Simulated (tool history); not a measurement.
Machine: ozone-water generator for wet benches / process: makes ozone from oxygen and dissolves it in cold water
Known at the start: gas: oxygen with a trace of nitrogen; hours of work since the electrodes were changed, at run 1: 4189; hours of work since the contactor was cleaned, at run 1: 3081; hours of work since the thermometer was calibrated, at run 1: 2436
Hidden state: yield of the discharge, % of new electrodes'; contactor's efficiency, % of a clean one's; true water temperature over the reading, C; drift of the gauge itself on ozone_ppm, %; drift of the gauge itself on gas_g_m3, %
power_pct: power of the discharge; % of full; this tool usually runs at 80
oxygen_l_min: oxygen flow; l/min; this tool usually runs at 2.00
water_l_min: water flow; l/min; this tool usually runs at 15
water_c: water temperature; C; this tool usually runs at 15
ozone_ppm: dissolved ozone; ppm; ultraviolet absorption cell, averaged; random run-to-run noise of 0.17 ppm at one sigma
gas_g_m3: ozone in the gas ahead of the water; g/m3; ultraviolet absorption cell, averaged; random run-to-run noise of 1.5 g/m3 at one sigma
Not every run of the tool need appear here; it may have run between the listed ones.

run	day	power_pct	oxygen_l_min	water_l_min	water_c	hours of work since the electrodes were changed	hours of work since the contactor was cleaned	hours of work since the thermometer was calibrated	ozone_ppm	gas_g_m3
1	0.000	80	2.00	15	15	4189	3081	2436	20.0	241.3
2	5.400	80	2.00	15	15	4287	3179	2534	19.6	241.9
3	10.121	80	2.00	15	15	4372	3264	2619	19.4	240.1
4	13.600	80	2.00	15	15	4435	3327	2682	19.2	243.3
5	17.592	80	2.00	15	15	4508	3399	2754	19.5	238.4
6	23.779	80	2.00	15	15	4620	3511	2866	19.0	239.5
7	29.221	80	2.12	15	15	4718	3610	2965	19.3	231.2
8	34.529	80	2.12	15	15	4814	3706	3061	19.3	230.9
9	39.821	80	2.12	15	15	4910	3802	3157	18.6	228.9
10	46.142	80	2.00	15	15	5024	3916	3271	18.9	235.2
11	50.492	80	2.00	15	15	5103	3995	3350	18.9	234.5
12	55.267	76	2.00	15	15	5190	4081	3436	18.4	227.5
13	60.162	76	2.00	15	15	5278	4170	3525	18.2	227.4
14	65.058	76	2.00	15	15	5367	4258	3613	18.1	225.5
15	70.375	67	2.00	15	15	5463	4354	3709	16.8	208.4
16	77.104	82	2.00	21	15	5585	4476	3831	13.9	234.6
17	83.396	82	2.00	21	15	5699	4590	3945	13.6	233.0
18	88.946	82	1.20	21	13	5799	4691	4046	12.6	327.0
# day 91.346: contactor cleaned
19	94.075	82	1.03	10	13	5889	49	4135	26.5	365.5
20	97.904	80	1.62	23	18	5958	119	4205	12.5	264.5
21	104.500	80	1.62	23	18	6078	238	4324	12.2	262.4
22	110.362	79	1.37	10	18	6184	344	4430	25.0	289.6
23	115.792	79	1.37	10	8	6282	442	4528	27.2	290.5
24	121.625	45	1.32	19	15	6387	548	4634	10.2	212.3
25	124.900	87	1.32	19	15	6447	607	4693	14.8	312.0
26	127.933	80	2.00	15	23	6502	662	4748	17.2	223.9
27	131.729	80	2.92	15	15	6570	731	4817	18.5	172.4
28	137.875	41	2.83	21	13	6682	842	4928	9.7	118.5
29	144.300	80	2.08	15	15	6798	958	5044	18.4	214.3

Hidden condition of the tool, last listed run before each entry between runs versus first listed run after:
After run 18, before run 19: contactor cleaned (day 91.346)
  yield of the discharge, % of new electrodes': 84 -> 83.8; contactor's efficiency, % of a clean one's: 86.9 -> 98.6; true water temperature over the reading, C: 0.49 -> 0.5
  what was measured, less what the result would be without the hidden state, ozone_ppm: -3.6 -> -6.0 ppm; gas_g_m3: -69.5 -> -78.9 g/m3
